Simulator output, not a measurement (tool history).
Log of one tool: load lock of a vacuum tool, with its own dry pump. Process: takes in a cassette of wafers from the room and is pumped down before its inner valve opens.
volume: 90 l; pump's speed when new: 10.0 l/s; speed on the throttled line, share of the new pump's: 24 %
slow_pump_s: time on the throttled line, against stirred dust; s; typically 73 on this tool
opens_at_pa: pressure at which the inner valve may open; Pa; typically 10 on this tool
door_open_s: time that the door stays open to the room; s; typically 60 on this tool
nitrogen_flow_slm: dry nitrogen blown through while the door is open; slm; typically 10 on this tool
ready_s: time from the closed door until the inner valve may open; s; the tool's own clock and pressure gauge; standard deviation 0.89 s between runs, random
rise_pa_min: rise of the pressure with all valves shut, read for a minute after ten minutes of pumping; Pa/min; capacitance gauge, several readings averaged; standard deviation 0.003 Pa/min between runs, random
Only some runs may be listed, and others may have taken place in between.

run      day  slow_pump_s  opens_at_pa  door_open_s  nitrogen_flow_slm  incoming humidity of the room's air, %  ready_s  rise_pa_min
  1    0.000           73           10           60                 10                                    44.3    143.9        0.179
  2   13.696           73           10           60                 10                                    46.6    141.7        0.184
  3   34.771           73           10           60                 10                                    46.6    142.6        0.189
  4   51.838           73           10           60                 10                                    42.1    142.9        0.197
  5   61.183           73           10           60                 13                                    40.2    144.3        0.195
  6   71.746           73           10           60                 10                                    44.8    142.4        0.203
  7   89.938           73           10           60                 10                                    46.7    143.2        0.208
  8  112.417           73           10           60                 10                                    45.2    143.2        0.218
  9  131.046           73           10           60                 10                                    46.4    144.5        0.226
 10  149.629           73           10           60                 10                                    46.3    144.2        0.235
 11  172.100           73           10           60                 10                                    46.3    144.3        0.239
 12  181.667           73           10           60                 10                                    44.4    144.3        0.235
 13  203.642           73           10           60                 10                                    44.7    147.0        0.249
 14  220.292           73           10           60                 10                                    42.6    146.0        0.250
 15  234.629           73           10           60                 10                                    45.2    144.5        0.259
 16  255.275           73           10           60                 10                                    46.1    145.7        0.256
 17  277.675           73           10           60                 26                                    46.4    147.2        0.257
 18  293.858           73           10           60                 26                                    45.7    145.3        0.271
 19  315.688           73           10           60                 26                                    42.5    147.0        0.273
 20  329.029          140           10           73                 21                                    44.8    192.8        0.284
     342.704  -- dry pump taken out, an overhauled one fitted
 21  350.542           92           13          165                 21                                    44.9    150.2        0.295
 22  363.767           73            8           60                 10                                    45.6    142.4        0.310
 23  374.729           71            8          183                 16                                    44.8    142.6        0.311
 24  390.771           70           17           38                  4                                    42.0    131.2        0.314
 25  402.433           70           17           38                  4                                    45.8    134.3        0.319
 26  411.929           77           13           38                  4                                    48.3    140.8        0.330
 27  430.842          100           11          130                  4                                    42.8    159.1        0.340
 28  449.692           73           18          195                 32                                    44.4    136.0        0.330
 29  468.479           73           18          204                 36                                    47.3    134.3        0.333
 30  486.446          125           11           60                 34                                    44.8    178.6        0.337
 31  498.754          125           11           60                 34                                    45.6    178.8        0.348
 32  509.029          125           11           60                 34                                    47.3    179.5        0.356
 33  523.088          118           10           66                 10                                    41.9    174.0        0.364
 34  532.667          141           18           49                 38                                    43.8    184.6        0.350
 35  546.954           73           10           60                  7                                    47.2    142.2        0.381
 36  556.683           73           10           60                  7                                    45.5    142.4        0.384
 37  574.746           73           10           60                  7                                    44.1    142.0        0.389

Below are 4 alternative next runs, each starting from the tool's condition after run 37. Predict each:
  A  593.908           73            8           60                  7                                    43.2        ?            ?
  B  593.908           58           18           89                  7                                    46.1        ?            ?
  C  593.908           73           10          117                 15                                    43.2        ?            ?
  D  593.908           43           12           60                 10                                    47.9        ?            ?

run  ready_s  rise_pa_min
  A    144.9        0.397
  B    124.2        0.397
  C    142.7        0.388
  D    118.6        0.396
Take away the tool's hidden state, keep each run's random variation, and the runs would have read:
run  ready_s  rise_pa_min
  A    142.1        0.022
  B    121.6        0.024
  C    140.0        0.018
  D    115.7        0.024
